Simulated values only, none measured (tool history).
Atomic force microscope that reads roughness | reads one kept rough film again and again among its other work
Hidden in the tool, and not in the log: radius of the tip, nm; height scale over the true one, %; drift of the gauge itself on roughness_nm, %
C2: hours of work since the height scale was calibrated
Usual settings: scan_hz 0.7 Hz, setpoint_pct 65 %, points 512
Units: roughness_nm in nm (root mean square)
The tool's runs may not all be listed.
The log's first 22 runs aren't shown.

-- day=43.329 new tip fitted
run 23 day=44.146 | scan_hz=2.268 setpoint_pct=65 points=512 | pictures_with_this_tip=22 C2=1280 | roughness_nm=3.072
run 24 day=45.429 | scan_hz=0.7 setpoint_pct=65 points=512 | pictures_with_this_tip=57 C2=1300 | roughness_nm=2.888
-- day=47.192 new tip fitted
run 25 day=47.612 | scan_hz=0.7 setpoint_pct=65 points=512 | pictures_with_this_tip=11 C2=1333 | roughness_nm=3.391
run 26 day=49.712 | scan_hz=0.7 setpoint_pct=65 points=512 | pictures_with_this_tip=69 C2=1365 | roughness_nm=2.749
-- day=51.092 new tip fitted
run 27 day=51.588 | scan_hz=0.7 setpoint_pct=60 points=512 | pictures_with_this_tip=14 C2=1394 | roughness_nm=3.363
run 28 day=54.383 | scan_hz=2.97 setpoint_pct=75 points=445 | pictures_with_this_tip=90 C2=1437 | roughness_nm=2.253
-- day=55.108 new tip fitted
run 29 day=56.271 | scan_hz=2.97 setpoint_pct=75 points=450 | pictures_with_this_tip=32 C2=1466 | roughness_nm=2.671
run 30 day=58.904 | scan_hz=0.589 setpoint_pct=75 points=464 | pictures_with_this_tip=104 C2=1506 | roughness_nm=2.471
-- day=59.171 new tip fitted
run 31 day=60.171 | scan_hz=0.7 setpoint_pct=64 points=345 | pictures_with_this_tip=27 C2=1525 | roughness_nm=3.166
run 32 day=61.95 | scan_hz=0.932 setpoint_pct=60 points=550 | pictures_with_this_tip=76 C2=1553 | roughness_nm=2.734
-- day=63.129 new tip fitted
run 33 day=63.658 | scan_hz=0.7 setpoint_pct=65 points=459 | pictures_with_this_tip=14 C2=1579 | roughness_nm=3.397
run 34 day=66.092 | scan_hz=0.7 setpoint_pct=65 points=459 | pictures_with_this_tip=81 C2=1616 | roughness_nm=2.7
-- day=67.125 new tip fitted
run 35 day=68.817 | scan_hz=0.522 setpoint_pct=71 points=308 | pictures_with_this_tip=46 C2=1658 | roughness_nm=2.988

Forecast run 36:
run 36 day=70.333 | scan_hz=1.538 setpoint_pct=65 points=421 | pictures_with_this_tip=87 C2=1681 | roughness_nm=?

Run 36 gave roughness_nm 2.612 nm (root mean square).
Without the tool's hidden state the same run would have given roughness_nm 3.418 nm (root mean square).
